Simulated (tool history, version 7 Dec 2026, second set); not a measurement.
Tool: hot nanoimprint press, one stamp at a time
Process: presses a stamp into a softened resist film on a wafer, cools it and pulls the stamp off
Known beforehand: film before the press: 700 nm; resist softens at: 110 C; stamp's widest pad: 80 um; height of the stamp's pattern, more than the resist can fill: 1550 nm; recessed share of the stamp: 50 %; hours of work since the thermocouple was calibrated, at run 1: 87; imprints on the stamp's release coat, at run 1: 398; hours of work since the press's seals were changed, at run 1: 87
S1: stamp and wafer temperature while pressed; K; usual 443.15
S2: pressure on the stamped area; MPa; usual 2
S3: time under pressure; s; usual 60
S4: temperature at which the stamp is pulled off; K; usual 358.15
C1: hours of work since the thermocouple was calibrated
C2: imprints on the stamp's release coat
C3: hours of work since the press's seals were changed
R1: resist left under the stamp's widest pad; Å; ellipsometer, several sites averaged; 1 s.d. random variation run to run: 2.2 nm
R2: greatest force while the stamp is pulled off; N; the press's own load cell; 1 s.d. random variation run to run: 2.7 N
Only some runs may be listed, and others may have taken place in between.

Run 1, hour 0: usual settings; C1 87; C2 398; C3 87. Result: R1 3637 Å, R2 139 N.
Run 2, hour 42.1: usual settings; C1 111; C2 509; C3 111. Result: R1 3660 Å, R2 141 N.
Run 3, hour 85.1: usual settings; C1 135; C2 622; C3 135. Result: R1 3657 Å, R2 146 N.
Run 4, hour 168.2: usual settings but S4 365.15 K; C1 183; C2 840; C3 183. Result: R1 3714 Å, R2 125 N.
Run 5, hour 241.6: usual settings but S4 365.15 K; C1 225; C2 1033; C3 225. Result: R1 3749 Å, R2 131 N.
Run 6, hour 299.2: usual settings but S4 365.15 K; C1 258; C2 1184; C3 258. Result: R1 3775 Å, R2 127 N.
At hour 341.1: plate thermocouple calibrated.
Run 7, hour 384.9: usual settings but S4 365.15 K; C1 25; C2 1401; C3 305. Result: R1 3575 Å, R2 127 N.
Run 8, hour 445.2: usual settings but S3 89 s, S4 365.15 K; C1 60; C2 1560; C3 339. Result: R1 3152 Å, R2 132 N.
At hour 488.1: stamp cleaned and given a new release coat.
Run 9, hour 546.3: usual settings but S3 89 s, S4 365.15 K; C1 114; C2 153; C3 394. Result: R1 3200 Å, R2 110 N.
Run 10, hour 629.8: usual settings but S1 450.15 K; C1 162; C2 372; C3 441. Result: R1 2521 Å, R2 138 N.
Run 11, hour 679.8: usual settings but S1 450.15 K; C1 190; C2 503; C3 470. Result: R1 2494 Å, R2 141 N.
Run 12, hour 765.4: usual settings but S1 450.15 K; C1 239; C2 728; C3 519. Result: R1 2538 Å, R2 142 N.
At hour 841: plate thermocouple calibrated.
Run 13, hour 844.9: usual settings but S1 450.15 K; C1 2; C2 929; C3 563. Result: R1 2437 Å, R2 147 N.
Run 14, hour 888.1: usual settings but S1 450.15 K; C1 27; C2 1043; C3 587. Result: R1 2500 Å, R2 153 N.
Run 15, hour 969.3: usual settings but S1 450.15 K; C1 73; C2 1256; C3 634. Result: R1 2508 Å, R2 155 N.
Run 16, hour 1050.7: usual settings but S1 450.15 K; C1 120; C2 1470; C3 680. Result: R1 2504 Å, R2 170 N.
Run 17, hour 1115.1: usual settings but S1 450.15 K, S3 53 s; C1 157; C2 1639; C3 717. Result: R1 2683 Å, R2 168 N.
At hour 1126.8: stamp cleaned and given a new release coat.
At hour 1165.6: press's hydraulic seals changed and the load cell set to zero.
Run 18, hour 1225.7: usual settings but S1 433.15 K, S2 1.58 MPa, S3 37 s, S4 361.15 K; C1 212; C2 239; C3 34. Result: R1 6407 Å, R2 127 N.
Run 19, hour 1276.8: usual settings but S1 451.15 K, S2 2.66 MPa, S4 363.15 K; C1 241; C2 373; C3 64. Result: R1 2041 Å, R2 118 N.
Run 20, hour 1335.6: usual settings but S1 451.15 K, S2 2.66 MPa, S4 363.15 K; C1 275; C2 528; C3 97. Result: R1 2051 Å, R2 120 N.
At hour 1350.9: plate thermocouple calibrated.
Run 21, hour 1403.2: usual settings but S1 451.15 K, S2 1.36 MPa, S4 363.15 K; C1 30; C2 697; C3 134. Result: R1 2839 Å, R2 127 N.
Run 22, hour 1482.8: usual settings but S1 451.15 K, S2 1.36 MPa, S3 81 s, S4 364.15 K; C1 75; C2 906; C3 180. Result: R1 2536 Å, R2 125 N.
Run 23, hour 1573.8: usual settings but S4 354.15 K; C1 127; C2 1145; C3 232. Result: R1 3681 Å, R2 169 N.
Run 24, hour 1654: usual settings but S1 454.15 K, S2 1.4 MPa, S3 101 s, S4 362.15 K; C1 173; C2 1356; C3 277. Result: R1 2002 Å, R2 145 N.
Run 25, hour 1717.6: usual settings but S2 1.4 MPa, S3 101 s, S4 348.15 K; C1 210; C2 1523; C3 314. Result: R1 3743 Å, R2 206 N.
At hour 1773: stamp cleaned and given a new release coat.
Run 26, hour 1773: usual settings but S1 436.15 K, S2 3.13 MPa, S3 57 s; C1 238; C2 0; C3 342. Result: R1 4579 Å, R2 127 N.
At hour 1847.2: plate thermocouple calibrated.
Run 27, hour 1872.1: usual settings but S3 58 s, S4 360.15 K; C1 14; C2 253; C3 397. Result: R1 3680 Å, R2 124 N.
Run 28, hour 1921.9: usual settings but S1 446.15 K, S2 1.99 MPa, S3 68 s, S4 356.15 K; C1 43; C2 383; C3 425. Result: R1 2958 Å, R2 148 N.
Run 29, hour 2003: usual settings but S1 446.15 K, S2 1.99 MPa, S3 43 s, S4 356.15 K; C1 89; C2 596; C3 472. Result: R1 3473 Å, R2 149 N.

What if the next run were any one of these 5? Each begins from the tool's condition after run 29:
Run A, hour 2046.7: usual settings but S3 46 s, S4 359.15 K; C1 114; C2 711; C3 497. Result: R1 ?, R2 ?.
Run B, hour 2046.7: usual settings but S1 446.15 K, S2 1.99 MPa, S3 43 s, S4 350.15 K; C1 114; C2 711; C3 497. Result: R1 ?, R2 ?.
Run C, hour 2046.7: usual settings but S1 446.15 K, S2 1.46 MPa, S3 70 s, S4 352.15 K; C1 114; C2 711; C3 497. Result: R1 ?, R2 ?.
Run D, hour 2046.7: usual settings but S2 1.67 MPa; C1 114; C2 711; C3 497. Result: R1 ?, R2 ?.
Run E, hour 2046.7: usual settings but S1 437.15 K, S2 2.24 MPa, S4 343.15 K; C1 114; C2 711; C3 497. Result: R1 ?, R2 ?.

run    R1   R2
  A  4094  140
  B  3543  172
  C  3487  163
  D  4002  144
  E  4783  202
What these runs would have given with no unlogged condition in the tool:
run    R1   R2
  A  3948  123
  B  3409  152
  C  3367  144
  D  3867  127
  E  4627  178
